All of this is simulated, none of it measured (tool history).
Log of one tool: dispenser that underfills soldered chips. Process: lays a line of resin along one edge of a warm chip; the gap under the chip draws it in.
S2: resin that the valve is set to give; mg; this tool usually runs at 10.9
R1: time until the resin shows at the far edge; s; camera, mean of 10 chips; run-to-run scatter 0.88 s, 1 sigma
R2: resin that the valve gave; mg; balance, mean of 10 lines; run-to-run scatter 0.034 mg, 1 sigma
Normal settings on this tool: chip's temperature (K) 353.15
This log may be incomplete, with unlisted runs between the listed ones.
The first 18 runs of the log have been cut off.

{"run": 19, "hour": 90.8, "chip's temperature (K)": 341.15, "S2": 12.3, "R1": 169.7, "R2": 12.14}
{"run": 20, "hour": 96.2, "chip's temperature (K)": 356.15, "S2": 9.7, "R1": 164.9, "R2": 9.43}
{"hour": 97.9, "done": "new syringe of resin"}
{"run": 21, "hour": 102.3, "chip's temperature (K)": 357.15, "S2": 10.9, "R1": 99.7, "R2": 10.59}
{"run": 22, "hour": 105.8, "chip's temperature (K)": 357.15, "S2": 10.9, "R1": 124.4, "R2": 10.68}
{"run": 23, "hour": 108.7, "chip's temperature (K)": 357.15, "S2": 10.9, "R1": 154.8, "R2": 10.65}
{"hour": 111.0, "done": "new syringe of resin"}
{"run": 24, "hour": 113.6, "chip's temperature (K)": 360.15, "S2": 9.5, "R1": 84.2, "R2": 9.23}
{"run": 25, "hour": 116.4, "chip's temperature (K)": 340.15, "S2": 11.5, "R1": 176.5, "R2": 11.24}
{"run": 26, "hour": 122.1, "chip's temperature (K)": 344.15, "S2": 11.5, "R1": 220.4, "R2": 11.16}
{"hour": 124.3, "done": "new syringe of resin"}
{"run": 27, "hour": 125.1, "chip's temperature (K)": 349.15, "S2": 11.6, "R1": 97.8, "R2": 11.24}
{"run": 28, "hour": 128.5, "chip's temperature (K)": 343.15, "S2": 12.8, "R1": 143.1, "R2": 12.35}
{"run": 29, "hour": 131.7, "chip's temperature (K)": 353.15, "S2": 11.2, "R1": 134.3, "R2": 10.89}
{"hour": 137.5, "done": "new syringe of resin"}
{"run": 30, "hour": 138.0, "chip's temperature (K)": 353.15, "S2": 11.2, "R1": 86.1, "R2": 10.81}
{"run": 31, "hour": 142.5, "chip's temperature (K)": 353.15, "S2": 11.2, "R1": 113.6, "R2": 10.78}
{"hour": 145.6, "done": "dispensing valve cleaned and set on the balance"}
{"run": 32, "hour": 150.0, "chip's temperature (K)": 353.15, "S2": 11.2, "R1": 174.6, "R2": 11.17}
{"hour": 151.7, "done": "new syringe of resin"}
{"run": 33, "hour": 156.5, "chip's temperature (K)": 356.15, "S2": 11.5, "R1": 102, "R2": 11.51}
{"run": 34, "hour": 159.6, "chip's temperature (K)": 356.15, "S2": 11.5, "R1": 126.7, "R2": 11.45}

Run 35 is up next; what results do you expect?
{"run": 35, "hour": 163.7, "chip's temperature (K)": 356.15, "S2": 9.6, "R1": "?", "R2": "?"}

{"run 35": {"R1": 169.3, "R2": 9.62}}
Were there no unlogged condition in the tool, this run, its random variation unchanged, would have produced R1 77.8 s, R2 9.66 mg.
